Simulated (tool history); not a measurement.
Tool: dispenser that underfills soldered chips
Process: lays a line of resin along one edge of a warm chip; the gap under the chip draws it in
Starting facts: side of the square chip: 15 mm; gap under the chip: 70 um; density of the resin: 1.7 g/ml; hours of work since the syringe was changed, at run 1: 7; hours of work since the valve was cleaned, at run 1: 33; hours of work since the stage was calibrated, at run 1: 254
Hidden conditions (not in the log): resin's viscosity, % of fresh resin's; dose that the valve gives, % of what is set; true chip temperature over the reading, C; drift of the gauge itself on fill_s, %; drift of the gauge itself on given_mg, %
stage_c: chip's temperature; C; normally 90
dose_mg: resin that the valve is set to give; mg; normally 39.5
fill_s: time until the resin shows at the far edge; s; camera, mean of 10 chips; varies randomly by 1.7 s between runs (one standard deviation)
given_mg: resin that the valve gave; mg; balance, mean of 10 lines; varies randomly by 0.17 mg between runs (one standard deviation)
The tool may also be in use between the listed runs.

| run | day | stage_c | dose_mg | hours of work since the syringe was changed | hours of work since the valve was cleaned | hours of work since the stage was calibrated | fill_s | given_mg |
|---|---|---|---|---|---|---|---|---|
| 1 | 0 | 90 | 39.5 | 7 | 33 | 254 | 263.2 | 38.34 |
|  | 0.108 | new syringe of resin |
| 2 | 0.188 | 90 | 34.8 | 1 | 36 | 257 | 183.3 | 33.9 |
| 3 | 0.558 | 90 | 34.8 | 8 | 43 | 264 | 290.3 | 33.52 |
|  | 0.617 | new syringe of resin |
| 4 | 0.779 | 90 | 34.8 | 3 | 47 | 268 | 202.4 | 33.55 |
| 5 | 1.071 | 90 | 34.8 | 8 | 52 | 273 | 290.5 | 33.44 |
|  | 1.125 | new syringe of resin |
| 6 | 1.321 | 90 | 34.8 | 4 | 56 | 277 | 216.7 | 33.51 |
| 7 | 1.558 | 90 | 39.5 | 8 | 61 | 282 | 275.5 | 37.7 |
|  | 1.625 | new syringe of resin |
| 8 | 1.833 | 90 | 39.5 | 4 | 66 | 286 | 202.3 | 37.51 |
|  | 2.121 | new syringe of resin |
| 9 | 2.121 | 104 | 39.5 | 0 | 71 | 291 | 103.2 | 37.35 |
| 10 | 2.471 | 90 | 51.4 | 6 | 77 | 298 | 241.7 | 48.18 |
|  | 2.629 | new syringe of resin |
| 11 | 2.692 | 90 | 51.4 | 1 | 81 | 301 | 164.5 | 47.82 |
| 12 | 2.858 | 82 | 41.7 | 4 | 84 | 304 | 271.9 | 38.51 |
|  | 3.146 | new syringe of resin |
| 13 | 3.183 | 82 | 41.7 | 1 | 89 | 310 | 211.9 | 38.46 |
| 14 | 3.517 | 85 | 49 | 7 | 95 | 316 | 283.1 | 45.39 |
|  | 3.65 | new syringe of resin |
| 15 | 3.771 | 86 | 46.6 | 2 | 100 | 321 | 202.6 | 42.89 |
|  | 4.146 | new syringe of resin |
| 16 | 4.146 | 86 | 46.6 | 0 | 106 | 327 | 166.4 | 42.95 |
| 17 | 4.492 | 103 | 36.7 | 6 | 112 | 333 | 161.4 | 33.26 |
|  | 4.654 | new syringe of resin |
|  | 4.908 | dispensing valve cleaned and set on the balance |
| 18 | 4.929 | 79 | 38 | 4 | 0 | 340 | 300.5 | 37.82 |

What will run 19 give?
| 19 | 5.112 | 79 | 38 | 8 | 4 | 344 | ? | ? |

{"run 19": {"fill_s": 366.4, "given_mg": 37.75}}
On a tool with no hidden condition, and with the same random variation, this run would have come out at fill_s 241.5 s, given_mg 37.89 mg.

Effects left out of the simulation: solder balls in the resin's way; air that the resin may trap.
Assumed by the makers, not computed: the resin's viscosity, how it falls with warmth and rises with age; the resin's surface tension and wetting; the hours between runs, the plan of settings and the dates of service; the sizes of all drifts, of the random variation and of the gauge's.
